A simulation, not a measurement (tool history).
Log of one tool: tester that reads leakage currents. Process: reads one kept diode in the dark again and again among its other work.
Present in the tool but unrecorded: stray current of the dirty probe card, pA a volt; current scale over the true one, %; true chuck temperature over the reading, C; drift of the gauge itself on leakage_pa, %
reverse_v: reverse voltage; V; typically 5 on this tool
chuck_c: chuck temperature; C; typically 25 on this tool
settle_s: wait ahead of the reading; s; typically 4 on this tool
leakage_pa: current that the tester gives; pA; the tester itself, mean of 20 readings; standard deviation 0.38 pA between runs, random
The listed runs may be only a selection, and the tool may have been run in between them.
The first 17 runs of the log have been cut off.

run,hour,reverse_v,chuck_c,settle_s,hours of work since the probe card was cleaned,hours of work since the tester was calibrated,hours of work since the chuck was calibrated,leakage_pa
18,756.6,1.33,25,4,101,1025,582,76.25
19,793.6,5,25,4,124,1049,606,119.87
20,822,5,25,4,142,1067,624,119.51
21,875.5,3.71,38,3.15,176,1101,658,323.64
22,921.4,14.42,21,0.6,206,1130,687,127.88
23,978.7,14.42,21,0.6,242,1166,723,127.86
24,1030.1,7.2,22,0.49,275,1199,756,107.25
25,1079.4,3.4,55,4,306,1230,787,1158.17
26,1119.4,10.99,27,4,331,1256,813,184.73
27,1176.2,1.1,35,0.77,368,1292,849,165.67

Forecast run 28:
28,1221.4,1.73,23,2.25,396,1321,878,?

Run 28 came out at leakage_pa 68.07 pA.
If the tool had no hidden condition, the same run with the same run-to-run variation would have returned leakage_pa 72.05 pA.
